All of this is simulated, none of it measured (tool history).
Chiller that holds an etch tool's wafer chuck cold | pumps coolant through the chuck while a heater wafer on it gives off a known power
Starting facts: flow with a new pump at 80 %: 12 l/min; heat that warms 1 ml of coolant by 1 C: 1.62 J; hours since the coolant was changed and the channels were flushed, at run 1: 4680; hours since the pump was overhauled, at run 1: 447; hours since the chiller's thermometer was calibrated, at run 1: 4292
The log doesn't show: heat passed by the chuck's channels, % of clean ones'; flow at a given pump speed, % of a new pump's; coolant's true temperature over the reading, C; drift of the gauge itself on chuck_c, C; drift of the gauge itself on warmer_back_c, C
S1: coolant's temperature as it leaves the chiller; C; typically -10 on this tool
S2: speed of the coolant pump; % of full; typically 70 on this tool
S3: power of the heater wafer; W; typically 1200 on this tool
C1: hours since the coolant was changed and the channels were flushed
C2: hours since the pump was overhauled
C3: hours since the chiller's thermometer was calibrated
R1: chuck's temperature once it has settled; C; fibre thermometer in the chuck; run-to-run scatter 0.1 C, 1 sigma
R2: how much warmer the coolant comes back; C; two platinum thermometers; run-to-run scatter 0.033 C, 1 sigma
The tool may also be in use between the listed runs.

run,hour,S1,S2,S3,C1,C2,C3,R1,R2
1,0.0,-10,70,1200,4680,447,4292,1.9,4.33
# hour 129.1: coolant changed, channels flushed
2,203.4,-10,70,1200,74,644,4490,-0.9,4.34
3,347.2,-10,70,1730,218,788,4633,4.0,6.24
4,507.4,-10,70,1730,378,948,4793,4.0,6.37
# hour 603.7: chiller's thermometer calibrated
5,618.2,-10,70,1643,488,1058,14,3.0,6.00
6,732.4,-10,70,1643,602,1172,129,2.9,6.06
7,870.7,-10,70,1643,741,1311,267,3.1,6.07
8,1034.7,-10,70,1286,905,1474,431,-0.1,4.81
9,1223.5,-10,62,1200,1093,1663,620,0.2,5.07
10,1409.4,-10,62,1200,1279,1849,806,0.2,5.18
11,1553.7,-10,70,1200,1424,1994,950,-0.5,4.55
# hour 1664.1: chiller's thermometer calibrated, once more
12,1734.7,-10,70,1200,1604,2173,71,1.5,4.61
13,1890.4,-10,70,1200,1759,2329,226,1.8,4.61
14,2057.8,-16,90,1228,1927,2497,394,-6.0,3.66
15,2157.3,-2,96,884,2026,2596,493,5.0,2.46
16,2327.5,-10,86,632,2196,2766,663,-4.6,1.96
17,2458.7,-10,65,1558,2328,2898,795,6.6,6.65
18,2580.6,-10,65,1558,2449,3019,916,6.7,6.68
19,2778.2,-1,100,614,2647,3217,1114,3.8,1.74
20,2891.1,-7,69,1200,2760,3330,1227,5.4,4.92
21,3006.2,-7,69,1200,2875,3445,1342,5.5,4.98
22,3120.6,0,69,1753,2990,3559,1457,18.7,7.23
23,3270.8,-17,69,892,3140,3710,1607,-7.6,3.68
24,3443.4,-9,67,1200,3312,3882,1779,4.2,5.18

Predict each of these 5 candidate next runs independently; none follows another, all start after run 24:
A,3556.7,-9,61,1200,3426,3996,1893,?,?
B,3556.7,-7,64,674,3426,3996,1893,?,?
C,3556.7,-12,67,822,3426,3996,1893,?,?
D,3556.7,-12,67,1200,3426,3996,1893,?,?
E,3556.7,-15,71,1453,3426,3996,1893,?,?

run,R1,R2
A,5.3,5.76
B,0.5,3.10
C,-3.2,3.57
D,1.2,5.17
E,0.6,5.91
What these runs would have given with no unlogged condition in the tool:
run,R1,R2
A,2.4,4.94
B,-0.8,2.67
C,-4.9,3.06
D,-1.5,4.43
E,-2.6,5.08
